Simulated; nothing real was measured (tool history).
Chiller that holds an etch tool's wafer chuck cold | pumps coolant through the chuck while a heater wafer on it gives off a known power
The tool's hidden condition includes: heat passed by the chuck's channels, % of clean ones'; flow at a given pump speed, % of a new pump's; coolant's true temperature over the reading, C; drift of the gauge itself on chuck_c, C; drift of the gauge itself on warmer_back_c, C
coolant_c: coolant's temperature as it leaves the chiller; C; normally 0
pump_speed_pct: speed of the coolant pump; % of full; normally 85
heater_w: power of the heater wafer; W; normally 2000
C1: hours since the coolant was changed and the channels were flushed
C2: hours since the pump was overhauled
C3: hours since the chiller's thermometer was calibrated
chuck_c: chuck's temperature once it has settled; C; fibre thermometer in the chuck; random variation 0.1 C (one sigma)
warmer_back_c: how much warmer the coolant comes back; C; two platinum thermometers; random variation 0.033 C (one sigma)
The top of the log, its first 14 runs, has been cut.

Run 15, hour 315.2: usual settings but coolant_c 5 C; C1 2775; C2 997; C3 1172. Result: chuck_c 18.6 C, warmer_back_c 4.24 C.
Run 16, hour 340.6: usual settings but heater_w 1078 W; C1 2800; C2 1022; C3 1198. Result: chuck_c 7.3 C, warmer_back_c 2.30 C.
Run 17, hour 366.7: usual settings but pump_speed_pct 96 % of full, heater_w 1549 W; C1 2826; C2 1048; C3 1224. Result: chuck_c 9.9 C, warmer_back_c 2.89 C.
Run 18, hour 384.2: usual settings but pump_speed_pct 66 % of full, heater_w 1030 W; C1 2844; C2 1066; C3 1241. Result: chuck_c 8.3 C, warmer_back_c 2.82 C.
Run 19, hour 409.6: usual settings but pump_speed_pct 66 % of full, heater_w 1030 W; C1 2869; C2 1091; C3 1267. Result: chuck_c 8.2 C, warmer_back_c 2.86 C.
Run 20, hour 441.4: usual settings but pump_speed_pct 66 % of full, heater_w 1030 W; C1 2901; C2 1123; C3 1298. Result: chuck_c 8.2 C, warmer_back_c 2.80 C.
Run 21, hour 460.3: usual settings but coolant_c 4 C, pump_speed_pct 68 % of full, heater_w 2391 W; C1 2920; C2 1142; C3 1317. Result: chuck_c 22.8 C, warmer_back_c 6.27 C.
Run 22, hour 492.6: usual settings but coolant_c 4 C, pump_speed_pct 68 % of full, heater_w 2391 W; C1 2952; C2 1174; C3 1350. Result: chuck_c 22.8 C, warmer_back_c 6.30 C.
Run 23, hour 526.0: usual settings but coolant_c 4 C, pump_speed_pct 68 % of full, heater_w 2391 W; C1 2985; C2 1208; C3 1383. Result: chuck_c 22.9 C, warmer_back_c 6.32 C.
Run 24, hour 540.6: usual settings but coolant_c 4 C, pump_speed_pct 68 % of full, heater_w 2391 W; C1 3000; C2 1222; C3 1398. Result: chuck_c 22.7 C, warmer_back_c 6.26 C.
Run 25, hour 567.6: usual settings but coolant_c -2 C, pump_speed_pct 63 % of full, heater_w 2869 W; C1 3027; C2 1249; C3 1425. Result: chuck_c 21.4 C, warmer_back_c 8.15 C.
Run 26, hour 586.1: usual settings but coolant_c -2 C, pump_speed_pct 63 % of full, heater_w 2869 W; C1 3045; C2 1268; C3 1443. Result: chuck_c 21.6 C, warmer_back_c 8.17 C.
Run 27, hour 615.2: usual settings but pump_speed_pct 90 % of full, heater_w 2869 W; C1 3075; C2 1297; C3 1472. Result: chuck_c 18.9 C, warmer_back_c 5.73 C.
Run 28, hour 647.7: usual settings but pump_speed_pct 90 % of full, heater_w 2869 W; C1 3107; C2 1329; C3 1505. Result: chuck_c 18.7 C, warmer_back_c 5.73 C.
Run 29, hour 678.0: usual settings but coolant_c 4 C; C1 3137; C2 1360; C3 1535. Result: chuck_c 17.7 C, warmer_back_c 4.22 C.
Run 30, hour 692.4: usual settings but coolant_c 3 C, pump_speed_pct 97 % of full; C1 3152; C2 1374; C3 1549. Result: chuck_c 15.7 C, warmer_back_c 3.76 C.
Run 31, hour 727.4: usual settings but pump_speed_pct 98 % of full, heater_w 1155 W; C1 3187; C2 1409; C3 1584. Result: chuck_c 7.3 C, warmer_back_c 2.14 C.
Run 32, hour 752.3: usual settings but pump_speed_pct 98 % of full, heater_w 1155 W; C1 3212; C2 1434; C3 1609. Result: chuck_c 7.1 C, warmer_back_c 2.11 C.

Predict each of these 4 candidate next runs independently; none follows another, all start after run 32:
Run A, hour 784.5: usual settings but coolant_c -10 C, pump_speed_pct 98 % of full, heater_w 1155 W; C1 3244; C2 1466; C3 1641. Result: chuck_c ?, warmer_back_c ?.
Run B, hour 784.5: usual settings but coolant_c -7 C, pump_speed_pct 84 % of full, heater_w 1637 W; C1 3244; C2 1466; C3 1641. Result: chuck_c ?, warmer_back_c ?.
Run C, hour 784.5: usual settings but coolant_c -5 C, pump_speed_pct 80 % of full, heater_w 1155 W; C1 3244; C2 1466; C3 1641. Result: chuck_c ?, warmer_back_c ?.
Run D, hour 784.5: usual settings but pump_speed_pct 78 % of full; C1 3244; C2 1466; C3 1641. Result: chuck_c ?, warmer_back_c ?.

run  chuck_c  warmer_back_c
  A     -2.9           2.16
  B      4.3           3.49
  C      3.1           2.59
  D     14.4           4.61
Take away the tool's hidden state, keep each run's random variation, and the runs would have read:
run  chuck_c  warmer_back_c
  A     -2.9           2.16
  B      4.3           3.49
  C      3.1           2.59
  D     14.4           4.61
